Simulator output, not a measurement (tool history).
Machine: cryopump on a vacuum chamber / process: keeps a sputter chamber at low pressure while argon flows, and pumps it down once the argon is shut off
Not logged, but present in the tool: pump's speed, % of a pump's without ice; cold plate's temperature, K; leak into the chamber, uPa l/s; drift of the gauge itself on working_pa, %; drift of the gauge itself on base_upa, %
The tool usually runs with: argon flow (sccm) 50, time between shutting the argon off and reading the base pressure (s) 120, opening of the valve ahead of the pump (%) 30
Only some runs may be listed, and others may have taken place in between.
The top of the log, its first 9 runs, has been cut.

run   hour  argon flow (sccm)  time between shutting the argon off and reading the base pressure (s)  opening of the valve ahead of the pump (%)  hours of work since the pump was warmed up and emptied  hours of work since the cold head was overhauled  hours of work since the chamber's fittings were tightened  pressure while argon flows (Pa)  pressure after the wait (uPa)
 10  169.3                 50                                                                    120                                          30                                                     552                                               552                                                       2002                           0.1335                           1.80
 11  191.7                 50                                                                    120                                          30                                                     567                                               567                                                       2018                           0.1320                           1.77
 12  215.9                 50                                                                    120                                          30                                                     583                                               583                                                       2034                           0.1328                           1.91
 13  228.5                 50                                                                    120                                          30                                                     592                                               592                                                       2043                           0.1338                           1.85
 14  244.6                 50                                                                    120                                          30                                                     603                                               603                                                       2054                           0.1331                           1.84
 15  267.9                 50                                                                    120                                          30                                                     619                                               619                                                       2069                           0.1343                           1.89
 16  279.7                 50                                                                    120                                          30                                                     627                                               627                                                       2077                           0.1330                           1.90
 17  302.6                 50                                                                    120                                          30                                                     642                                               642                                                       2093                           0.1337                           1.90
 18  324.8                 22                                                                     27                                          24                                                     657                                               657                                                       2108                           0.0716                           2.38
 19  342.7                 76                                                                     23                                          39                                                     669                                               669                                                       2120                           0.1615                           2.47
 20  367.4                 59                                                                     26                                          53                                                     686                                               686                                                       2137                           0.0945                           2.44
 21  379.9                 50                                                                    120                                          23                                                     695                                               695                                                       2146                           0.1728                           1.97
 22  395.6                 50                                                                    120                                          38                                                     705                                               705                                                       2156                           0.1085                           2.06
 23  413.9                 85                                                                    100                                          34                                                     718                                               718                                                       2169                           0.2028                           2.03
 24  429.0                 50                                                                    120                                          15                                                     728                                               728                                                       2179                           0.2617                           2.05
 25  448.3                 42                                                                    120                                          30                                                     741                                               741                                                       2192                           0.1133                           2.02
 26  461.7                 21                                                                    120                                          58                                                     750                                               750                                                       2201                           0.0320                           2.03
 27  482.0                 92                                                                    207                                          37                                                     764                                               764                                                       2215                           0.2067                           2.03
 28  506.8                 50                                                                    120                                          29                                                     781                                               781                                                       2232                           0.1398                           2.14
 29  524.0                 50                                                                     95                                          24                                                     793                                               793                                                       2244                           0.1676                           2.19
 30  550.8                 50                                                                     95                                          24                                                     811                                               811                                                       2262                           0.1678                           2.14

Expected results for the next run?
 31  575.0                 54                                                                     46                                          41                                                     827                                               827                                                       2278                                ?                              ?

Run 31 gave pressure while argon flows (Pa) 0.1112, pressure after the wait (uPa) 2.44.
Take away the tool's hidden state, keep the run-to-run variation as it was, and the same run would have given pressure while argon flows (Pa) 0.0993, pressure after the wait (uPa) 0.47.
